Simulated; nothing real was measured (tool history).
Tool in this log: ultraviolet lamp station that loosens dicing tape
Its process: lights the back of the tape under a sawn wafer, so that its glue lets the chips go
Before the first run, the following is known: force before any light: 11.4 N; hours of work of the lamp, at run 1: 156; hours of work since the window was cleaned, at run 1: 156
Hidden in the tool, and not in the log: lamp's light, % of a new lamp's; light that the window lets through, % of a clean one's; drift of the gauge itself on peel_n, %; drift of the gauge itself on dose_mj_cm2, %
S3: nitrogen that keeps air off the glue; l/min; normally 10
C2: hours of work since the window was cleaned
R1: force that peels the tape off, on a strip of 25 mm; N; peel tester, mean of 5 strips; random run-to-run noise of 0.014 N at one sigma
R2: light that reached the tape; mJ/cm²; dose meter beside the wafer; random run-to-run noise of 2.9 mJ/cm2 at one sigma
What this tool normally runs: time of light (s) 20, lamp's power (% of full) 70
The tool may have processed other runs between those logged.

Run 1, hour 0.0: usual settings; hours of work of the lamp 156; C2 156. Result: R1 0.689 N, R2 434 mJ/cm².
Run 2, hour 6.0: usual settings; hours of work of the lamp 159; C2 159. Result: R1 0.676 N, R2 435 mJ/cm².
Run 3, hour 14.8: usual settings but S3 6 l/min; hours of work of the lamp 162; C2 162. Result: R1 1.146 N, R2 432 mJ/cm².
Run 4, hour 21.0: usual settings but S3 6 l/min; hours of work of the lamp 165; C2 165. Result: R1 1.181 N, R2 431 mJ/cm².
Run 5, hour 27.5: usual settings but time of light (s) 21; hours of work of the lamp 168; C2 168. Result: R1 0.619 N, R2 456 mJ/cm².
Run 6, hour 32.4: usual settings but time of light (s) 21; hours of work of the lamp 170; C2 170. Result: R1 0.604 N, R2 455 mJ/cm².

Run 7 has not been measured yet. What should we expect?
Run 7, hour 44.1: usual settings but time of light (s) 21, S3 6 l/min; hours of work of the lamp 175; C2 175. Result: R1 ?, R2 ?.

For run 7 the tool returned R1 1.008 N, R2 456 mJ/cm².
With the hidden condition absent and the run-to-run variation left alone, this run would have shown R1 1.007 N, R2 457 mJ/cm².
